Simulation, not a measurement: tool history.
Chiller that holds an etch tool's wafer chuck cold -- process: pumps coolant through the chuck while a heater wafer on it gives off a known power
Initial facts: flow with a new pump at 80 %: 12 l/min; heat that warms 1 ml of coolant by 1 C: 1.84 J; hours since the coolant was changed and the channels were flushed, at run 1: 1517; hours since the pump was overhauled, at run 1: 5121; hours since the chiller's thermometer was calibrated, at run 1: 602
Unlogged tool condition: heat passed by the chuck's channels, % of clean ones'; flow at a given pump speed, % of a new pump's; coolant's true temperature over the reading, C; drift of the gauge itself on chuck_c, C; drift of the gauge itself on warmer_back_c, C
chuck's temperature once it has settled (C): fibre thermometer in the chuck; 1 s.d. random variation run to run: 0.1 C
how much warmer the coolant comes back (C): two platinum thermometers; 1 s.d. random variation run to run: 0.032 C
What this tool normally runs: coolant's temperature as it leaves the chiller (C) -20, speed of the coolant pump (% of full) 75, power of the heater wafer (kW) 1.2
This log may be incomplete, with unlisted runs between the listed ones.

run	day	coolant's temperature as it leaves the chiller (C)	speed of the coolant pump (% of full)	power of the heater wafer (kW)	hours since the coolant was changed and the channels were flushed	hours since the pump was overhauled	hours since the chiller's thermometer was calibrated	chuck's temperature once it has settled (C)	how much warmer the coolant comes back (C)
1	0	-20	75	1.2	1517	5121	602	-10.8	3.75
2	4.975	-26	75	1.2	1637	5241	722	-16.8	3.81
3	9.308	-20	75	1.411	1741	5345	826	-9.2	4.46
4	14.258	-20	75	1.411	1859	5463	945	-9.2	4.52
5	17.112	-20	75	1.764	1928	5532	1013	-6.3	5.64
6	21.404	-20	69	1.764	2031	5635	1116	-5.4	6.11
7	27.242	-20	69	1.764	2171	5775	1256	-5.3	6.11
8	30.896	-20	69	1.764	2259	5863	1344	-5.2	6.14
9	36.879	-20	69	0.608	2402	6006	1487	-15	2.13
10	42.788	-20	69	0.608	2544	6148	1629	-15.1	2.1
11	46.375	-20	63	0.608	2630	6234	1715	-14.6	2.32
12	50.621	-20	63	0.608	2732	6336	1817	-14.8	2.3
13	56.554	-20	63	0.608	2875	6478	1960	-14.7	2.31
# day 56.908: chiller's thermometer calibrated
14	62.383	-20	63	0.608	3013	6617	131	-14.8	2.37
15	67.325	-20	63	0.608	3132	6736	250	-14.4	2.29
16	71.712	-20	63	0.608	3237	6841	355	-14.5	2.36
# day 73.7: chiller's thermometer calibrated, once more
17	75.688	-20	63	0.608	3332	6936	48	-14.3	2.4
18	81.412	-16	63	0.608	3469	7073	185	-10.3	2.35
19	86.5	-28	81	1.408	3591	7195	307	-16.5	4.23
20	91.146	-28	81	1.408	3703	7307	419	-16.6	4.26
21	93.75	-17	75	0.765	3765	7369	481	-10.3	2.52
# day 99.104: coolant pump overhauled
22	99.696	-17	67	1.62	3903	14	619	-2.9	5.18

Run 23, settings as shown, results not yet in. Your forecast:
23	105.071	-24	96	1.046	4032	143	748	?	?

{"run 23": {"chuck's temperature once it has settled (C)": -16.9, "how much warmer the coolant comes back (C)": 2.37}}
Minus the tool's unlogged condition, the same run would have read chuck's temperature once it has settled (C) -18, how much warmer the coolant comes back (C) 2.36.
